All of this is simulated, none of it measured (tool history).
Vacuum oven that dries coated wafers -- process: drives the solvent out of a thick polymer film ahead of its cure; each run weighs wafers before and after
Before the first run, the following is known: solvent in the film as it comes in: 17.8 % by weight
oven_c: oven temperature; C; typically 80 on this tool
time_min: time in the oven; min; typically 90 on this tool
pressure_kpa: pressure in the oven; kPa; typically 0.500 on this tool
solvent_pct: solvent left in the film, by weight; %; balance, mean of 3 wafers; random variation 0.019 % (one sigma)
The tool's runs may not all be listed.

| run | hour | oven_c | time_min | pressure_kpa | solvent_pct |
|---|---|---|---|---|---|
| 1 | 0.0 | 80 | 90 | 0.500 | 0.68 |
| 2 | 85.8 | 80 | 149 | 0.500 | 0.28 |
| 3 | 127.0 | 76 | 90 | 0.500 | 1.17 |
| 4 | 199.3 | 76 | 90 | 0.500 | 1.26 |
| 5 | 244.9 | 76 | 90 | 1.683 | 1.96 |
| 6 | 307.1 | 80 | 63 | 0.500 | 1.73 |
| 7 | 343.2 | 80 | 63 | 0.500 | 1.65 |
| 8 | 389.5 | 80 | 71 | 0.500 | 1.29 |
| 9 | 457.1 | 80 | 71 | 0.500 | 1.32 |
| 10 | 537.3 | 80 | 90 | 0.628 | 0.81 |
| 11 | 610.7 | 80 | 90 | 0.628 | 0.81 |
| 12 | 668.1 | 83 | 90 | 0.689 | 0.57 |
| 13 | 744.8 | 82 | 90 | 0.689 | 0.59 |
| 14 | 804.8 | 82 | 90 | 0.689 | 0.60 |
| 15 | 877.9 | 82 | 90 | 0.689 | 0.62 |
| 16 | 914.7 | 82 | 108 | 0.689 | 0.48 |
| 17 | 989.9 | 68 | 90 | 0.392 | 3.44 |
| 18 | 1034.4 | 79 | 53 | 0.509 | 2.47 |
| 19 | 1081.5 | 79 | 53 | 0.509 | 2.41 |
| 20 | 1159.1 | 79 | 48 | 0.509 | 2.82 |
| 21 | 1196.8 | 76 | 90 | 0.447 | 1.31 |

Not shown: 1 entry that the log had between the listed runs. Between which runs, and how does the tool's hidden state differ before and after?
In the gap between runs 4 and 5: oven's thermocouples calibrated (hour 236.6)
  true wafer temperature over the reading, C: 1.41 -> 0.1; true pressure over the reading, kPa: 0.14 -> 0.146
  difference, measured minus the result without the unlogged condition, solvent_pct: -0.21 -> +0.04 %
